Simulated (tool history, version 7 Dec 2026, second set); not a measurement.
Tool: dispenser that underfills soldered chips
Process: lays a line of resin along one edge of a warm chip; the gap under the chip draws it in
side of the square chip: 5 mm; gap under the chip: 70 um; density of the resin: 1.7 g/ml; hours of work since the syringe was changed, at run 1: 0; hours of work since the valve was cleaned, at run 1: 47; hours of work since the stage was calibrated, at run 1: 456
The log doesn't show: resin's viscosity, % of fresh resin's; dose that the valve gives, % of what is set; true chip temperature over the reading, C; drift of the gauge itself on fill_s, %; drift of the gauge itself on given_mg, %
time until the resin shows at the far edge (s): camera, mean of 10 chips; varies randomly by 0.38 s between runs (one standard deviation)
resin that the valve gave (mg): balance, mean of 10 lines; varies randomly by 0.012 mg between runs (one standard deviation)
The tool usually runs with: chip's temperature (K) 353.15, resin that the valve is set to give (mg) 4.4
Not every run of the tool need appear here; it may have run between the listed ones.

run     day  chip's temperature (K)  resin that the valve is set to give (mg)  hours of work since the syringe was changed  hours of work since the valve was cleaned  hours of work since the stage was calibrated  time until the resin shows at the far edge (s)  resin that the valve gave (mg)
  1       0                  353.15                                       4.4                                            0                                         47                                           456                                            22.3                            4.31
      0.408  -- new syringe of resin
  2   0.588                  353.15                                       4.4                                            3                                         57                                           465                                            26.1                            4.31
        0.8  -- new syringe of resin
      1.225  -- new syringe of resin
  3   1.338                  358.15                                       4.4                                            2                                         68                                           476                                              22                            4.27
      1.646  -- new syringe of resin
  4       2                  358.15                                       4.4                                            6                                         79                                           487                                            28.3                            4.27
      2.046  -- new syringe of resin
      2.425  -- new syringe of resin
  5   2.467                  358.15                                      4.02                                            1                                         86                                           494                                            20.2                            3.93
      2.812  -- new syringe of resin
      2.904  -- dispensing valve cleaned and set on the balance
  6   3.121                  353.15                                      4.04                                            4                                          3                                           503                                            30.4                            4.03
      3.279  -- new syringe of resin
  7   3.529                  353.15                                      4.04                                            4                                         10                                           510                                            28.9                               4
      3.654  -- new syringe of resin
      4.062  -- new syringe of resin
  8   4.067                  353.15                                      4.04                                            0                                         18                                           518                                            21.7                            4.01
       4.45  -- new syringe of resin
  9   4.696                  353.15                                      4.04                                            4                                         28                                           528                                            28.5                            3.99
      4.879  -- new syringe of resin
 10     5.2                  364.15                                      4.04                                            5                                         36                                           536                                            23.3                            3.99
      5.267  -- new syringe of resin
       5.65  -- new syringe of resin
 11   5.779                  364.15                                      4.04                                            2                                         45                                           545                                            18.5                            3.96
      6.071  -- new syringe of resin
 12   6.183                  353.15                                      5.12                                            2                                         51                                           551                                            23.7                            5.02
      6.458  -- new syringe of resin
       6.85  -- new syringe of resin
 13    6.85                  363.15                                       4.4                                            0                                         61                                           561                                              16                             4.3
      7.258  -- new syringe of resin
 14   7.575                  363.15                                       4.4                                            5                                         73                                           573                                            23.3                            4.28
      7.633  -- new syringe of resin
      8.071  -- new syringe of resin
 15   8.167                  363.15                                       4.4                                            2                                         82                                           582                                            18.5                            4.27
      8.467  -- new syringe of resin
 16   8.712                  363.15                                       4.4                                            4                                         90                                           590                                            21.3                            4.21
      8.858  -- new syringe of resin
        8.9  -- dispensing valve cleaned and set on the balance
      9.325  -- new syringe of resin
 17   9.496                  353.15                                      5.61                                            3                                          9                                           602                                            24.9                            5.58
      9.704  -- new syringe of resin
 18  10.062                  353.15                                      5.61                                            6                                         18                                           611                                            31.4                            5.57
     10.129  -- new syringe of resin
     10.512  -- new syringe of resin
 19  10.767                  362.15                                      4.01                                            4                                         29                                           622                                            22.5                            3.97
     10.942  -- new syringe of resin
 20  11.117                  357.15                                      5.04                                            3                                         34                                           627                                            22.7                            4.99

For run 21, what comes out?
     11.354  -- new syringe of resin
 21  11.704                  357.15                                      5.04                                            6                                         44                                           636                                               ?                               ?

time until the resin shows at the far edge (s): 27.4
resin that the valve gave (mg): 4.98
On a tool with no hidden condition, and with the same random variation, this run would have come out at time until the resin shows at the far edge (s) 21, resin that the valve gave (mg) 5.05.
